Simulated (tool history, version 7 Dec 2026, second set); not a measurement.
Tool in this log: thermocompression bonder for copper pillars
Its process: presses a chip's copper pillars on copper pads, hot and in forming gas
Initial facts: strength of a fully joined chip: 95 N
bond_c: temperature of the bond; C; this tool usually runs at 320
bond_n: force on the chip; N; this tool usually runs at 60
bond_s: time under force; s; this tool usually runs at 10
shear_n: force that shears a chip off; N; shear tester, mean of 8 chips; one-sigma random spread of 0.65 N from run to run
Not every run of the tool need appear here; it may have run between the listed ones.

run 1 hour=0.0 | bond_c=320 bond_n=60 bond_s=10 | shear_n=62.5
run 2 hour=40.2 | bond_c=320 bond_n=60 bond_s=10 | shear_n=62.6
run 3 hour=85.6 | bond_c=322 bond_n=60 bond_s=10 | shear_n=61.2
run 4 hour=131.3 | bond_c=322 bond_n=60 bond_s=10 | shear_n=63.4
run 5 hour=156.6 | bond_c=320 bond_n=46 bond_s=10 | shear_n=50.1
run 6 hour=202.8 | bond_c=320 bond_n=77 bond_s=10 | shear_n=69.8
run 7 hour=243.8 | bond_c=320 bond_n=77 bond_s=10 | shear_n=70.7
run 8 hour=273.7 | bond_c=320 bond_n=77 bond_s=10 | shear_n=71.7
-- hour=293.6 forming gas filter changed
run 9 hour=321.0 | bond_c=320 bond_n=77 bond_s=10 | shear_n=76.3
run 10 hour=359.5 | bond_c=320 bond_n=77 bond_s=10 | shear_n=74.7
run 11 hour=383.4 | bond_c=320 bond_n=77 bond_s=10 | shear_n=75.8
run 12 hour=408.7 | bond_c=320 bond_n=60 bond_s=10 | shear_n=65.3
run 13 hour=450.2 | bond_c=320 bond_n=61 bond_s=13 | shear_n=69.3
run 14 hour=494.5 | bond_c=306 bond_n=77 bond_s=13 | shear_n=73.1
run 15 hour=525.8 | bond_c=306 bond_n=77 bond_s=13 | shear_n=72.2
run 16 hour=567.3 | bond_c=306 bond_n=77 bond_s=13 | shear_n=73.3
run 17 hour=616.5 | bond_c=347 bond_n=83 bond_s=17 | shear_n=85.4

The next listed run, before its measurement:
run 18 hour=654.1 | bond_c=347 bond_n=83 bond_s=17 | shear_n=?

Run 18 gave shear_n 87.5 N.
With no hidden state in the tool, this same run would have given shear_n 91.1 N.
